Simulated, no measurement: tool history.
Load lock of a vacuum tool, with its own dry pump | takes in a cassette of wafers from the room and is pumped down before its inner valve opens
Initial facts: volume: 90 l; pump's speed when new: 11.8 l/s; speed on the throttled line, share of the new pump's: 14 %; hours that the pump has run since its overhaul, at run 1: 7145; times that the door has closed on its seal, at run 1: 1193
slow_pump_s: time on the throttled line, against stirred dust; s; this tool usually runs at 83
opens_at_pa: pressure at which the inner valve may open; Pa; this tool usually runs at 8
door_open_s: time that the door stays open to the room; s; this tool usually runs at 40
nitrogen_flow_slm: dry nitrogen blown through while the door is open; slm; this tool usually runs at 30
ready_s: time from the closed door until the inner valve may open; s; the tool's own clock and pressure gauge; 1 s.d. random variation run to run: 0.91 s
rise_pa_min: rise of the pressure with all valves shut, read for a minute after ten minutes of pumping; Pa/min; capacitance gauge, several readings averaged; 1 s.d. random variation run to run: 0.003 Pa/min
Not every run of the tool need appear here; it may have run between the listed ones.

run     hour  slow_pump_s  opens_at_pa  door_open_s  nitrogen_flow_slm  hours that the pump has run since its overhaul  times that the door has closed on its seal  incoming humidity of the room's air, %  ready_s  rise_pa_min
  1      0.0           83            8           40                 30                                            7145                                        1193                                    47.1    144.9        0.008
  2    506.5           83            8           40                 30                                            7651                                        3522                                    44.3    143.7        0.011
  3    972.4           83            8           40                 30                                            8117                                        5664                                    41.3    142.7        0.008
  4   1479.5           83            8           40                 30                                            8624                                        7995                                    44.7    142.9        0.012
  5   2011.4           83            8           40                 30                                            9156                                       10441                                    42.4    144.7        0.009
  6   2436.9           83            8           40                 30                                            9582                                       12398                                    45.1    143.7        0.012
  7   2771.9           83            8           40                 30                                            9917                                       13938                                    47.3    144.7        0.012
  8   3016.0           83           12           40                 30                                           10161                                       15060                                    44.1    139.8        0.013
  9   3376.6           83           12           40                 30                                           10521                                       16718                                    45.2    140.8        0.011
 10   3797.2           53            8           40                 30                                           10942                                       18652                                    47.3    117.9        0.012
 11   4040.5           53            8           40                 30                                           11185                                       19771                                    44.7    118.2        0.011
 12   4344.9           53            8           40                 30                                           11490                                       21170                                    44.9    117.2        0.009
 13   4628.2           53            8           40                 30                                           11773                                       22473                                    47.1    119.1        0.013
 14   4906.1           53            8           40                 30                                           12051                                       23751                                    41.6    117.5        0.011
 15   5387.8          100            8           40                 30                                           12533                                       25965                                    47.3    159.6        0.012
 16   5926.0          110            8           40                 30                                           13071                                       28440                                    44.9    166.7        0.014
 17   6224.7          110            8           40                 30                                           13369                                       29813                                    44.2    167.9        0.014
 18   6638.5          110           11           40                 30                                           13783                                       31716                                    44.5    164.9        0.010
      6883.0  -- door's seal changed, seat wiped
 19   6883.0           83            8          176                 30                                           14026                                           0                                    45.3    145.1        0.020
 20   7304.5           83            8          176                 30                                           14448                                        1938                                    44.8    144.5        0.016
 21   7744.7           83            8          176                 30                                           14888                                        3962                                    44.3    143.2        0.016
 22   8013.0           83            8          176                 30                                           15156                                        5196                                    44.6    144.2        0.016
 23   8353.6           83            8          176                 30                                           15497                                        6762                                    44.0    144.8        0.020
 24   8797.3           83            8          176                 30                                           15941                                        8802                                    45.6    143.7        0.023
 25   9276.8           83            8          176                 30                                           16420                                       11006                                    43.3    143.8        0.023
 26   9631.6           83            8          176                 30                                           16775                                       12638                                    42.5    144.7        0.023
 27  10042.0           68           15           36                 44                                           17185                                       14525                                    45.5    126.5        0.007
     10119.7  -- dry pump taken out, an overhauled one fitted
 28  10286.2           52           10           36                 44                                             167                                       15620                                    48.5    117.0        0.011
 29  10614.5           83           11           45                 30                                             495                                       17129                                    45.9    141.9        0.018
 30  10922.5           83           11           45                 30                                             803                                       18546                                    44.5    141.3        0.009
 31  11348.0           83           14           34                 30                                            1228                                       20502                                    45.3    140.2        0.014
 32  11824.3          133           14          126                 30                                            1705                                       22692                                    43.0    181.8        0.018
 33  12146.8          133           14          126                 30                                            2027                                       24175                                    48.3    181.3        0.021
 34  12461.9          133           14          126                 30                                            2342                                       25624                                    44.1    182.9        0.022
 35  12934.3          115           13           40                  4                                            2815                                       27796                                    44.7    169.4        0.025
 36  13403.4          115           13           40                  4                                            3284                                       29953                                    44.9    165.8        0.026

Some steps in rise_pa_min, run to run, broken into two amounts with sign: the step expected even without the hidden condition (settings, incoming material, random variation), and the rest, left for the hidden condition together with whatever gauge scatter is not in both the measured and the hidden-condition-free result:
Hidden conditions of the tool in this case: pump's speed, % of a new pump's; leak at the door's seal, Pa l/s; drift of the gauge itself on ready_s, %; drift of the gauge itself on rise_pa_min, %.
Run 6 -> 7: no setting touched and nothing written in the log between the runs. rise_pa_min +0.000 Pa/min: hidden state +0.001, all else -0.001.
Run 9 -> 10: slow_pump_s 83 -> 53, opens_at_pa 12 -> 8. rise_pa_min +0.001 Pa/min: hidden state +0.001, all else +0.000.
Run 18 -> 19: slow_pump_s 110 -> 83, opens_at_pa 11 -> 8, door_open_s 40 -> 176, door's seal changed, seat wiped. rise_pa_min +0.010 Pa/min: hidden state -0.003, all else +0.013.
Run 26 -> 27: slow_pump_s 83 -> 68, opens_at_pa 8 -> 15, door_open_s 176 -> 36, nitrogen_flow_slm 30 -> 44. rise_pa_min -0.016 Pa/min: hidden state +0.001, all else -0.017.
Run 29 -> 30: no setting touched and nothing written in the log between the runs. rise_pa_min -0.009 Pa/min: hidden state +0.000, all else -0.009.
